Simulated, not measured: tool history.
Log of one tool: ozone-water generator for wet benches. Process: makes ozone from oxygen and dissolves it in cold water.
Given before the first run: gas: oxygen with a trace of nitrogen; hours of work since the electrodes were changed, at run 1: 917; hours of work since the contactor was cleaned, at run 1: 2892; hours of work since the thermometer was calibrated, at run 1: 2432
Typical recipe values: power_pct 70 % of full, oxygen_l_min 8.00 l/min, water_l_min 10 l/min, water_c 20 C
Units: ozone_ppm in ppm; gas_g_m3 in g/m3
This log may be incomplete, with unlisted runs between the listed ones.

run	day	power_pct	oxygen_l_min	water_l_min	water_c	hours of work since the electrodes were changed	hours of work since the contactor was cleaned	hours of work since the thermometer was calibrated	ozone_ppm	gas_g_m3
1	0.000	70	8.00	10	20	917	2892	2432	37.0	208.7
2	1.033	70	8.00	10	20	937	2911	2452	36.7	208.7
3	2.617	70	8.00	10	20	967	2941	2482	36.4	208.2
4	3.454	70	8.00	10	23	982	2957	2497	34.4	210.0
5	4.925	47	8.00	10	20	1010	2985	2525	27.5	155.8
6	6.558	70	8.00	10	20	1041	3016	2556	37.2	207.6
7	8.367	70	8.00	10	20	1075	3050	2590	37.0	208.2
8	9.912	70	8.00	10	20	1104	3079	2619	36.5	207.6
9	11.721	70	8.64	10	20	1139	3113	2654	36.6	200.8
10	12.621	70	8.00	10	20	1156	3130	2671	36.8	206.2
11	14.179	70	8.00	10	20	1185	3160	2700	36.6	205.3
12	15.017	70	8.00	10	15	1201	3176	2716	41.5	205.2
13	16.462	70	8.00	10	15	1228	3203	2743	41.1	206.4
14	18.296	70	8.00	10	24	1263	3238	2778	33.7	204.3
15	19.808	70	8.00	10	24	1292	3266	2806	33.8	204.9
16	21.792	70	8.00	10	24	1329	3304	2844	33.2	203.3
17	22.725	70	8.00	10	24	1347	3321	2862	33.7	203.7
18	24.100	73	7.58	13	26	1373	3347	2888	29.6	214.6
19	25.050	73	10.65	13	26	1391	3365	2906	28.0	185.4
# day 25.950: gauge calibrated
20	26.254	70	8.00	9	20	1413	3388	2928	38.9	208.9
21	27.571	70	8.00	9	20	1438	3413	2953	38.9	208.5
22	29.429	61	8.00	9	14	1473	3448	2988	40.3	187.6
23	30.862	63	4.92	7	14	1500	3475	3015	49.2	234.2
24	32.517	77	8.00	8	20	1532	3506	3047	43.0	221.1
25	34.021	72	8.00	10	20	1560	3535	3075	37.6	211.4
26	34.900	79	8.91	10	20	1577	3551	3092	39.8	216.5
27	36.412	79	10.59	10	13	1605	3580	3120	45.9	202.2
28	37.562	48	8.00	10	20	1627	3602	3142	27.9	154.7
29	39.317	70	8.00	8	21	1660	3635	3175	39.6	205.5
30	41.050	49	8.00	16	25	1693	3668	3208	19.9	157.2
31	42.304	70	9.71	11	15	1717	3691	3232	38.7	190.6
32	43.600	70	9.71	11	15	1741	3716	3256	38.6	190.1
33	45.000	70	9.71	11	15	1768	3742	3283	38.8	188.9

The same runs without the tool's hidden state, with the same run-to-run variation:
Hidden conditions of the tool in this case: yield of the discharge, % of new electrodes'; contactor's efficiency, % of a clean one's; true water temperature over the reading, C; drift of the gauge itself on ozone_ppm, %; drift of the gauge itself on gas_g_m3, %.
run	gas_g_m3
1	208.7
2	209.0
3	208.9
4	210.8
5	156.8
6	209.3
7	210.3
8	210.1
9	203.6
10	209.3
11	208.8
12	208.8
13	210.4
14	208.8
15	209.7
16	208.6
17	209.3
18	220.8
19	191.0
20	209.0
21	209.0
22	188.5
23	235.7
24	222.8
25	213.5
26	218.8
27	204.7
28	156.9
29	208.8
30	160.0
31	194.3
32	194.1
33	193.2
ozone_ppm without the hidden state stays within 0.1 ppm of what was measured, in all runs.
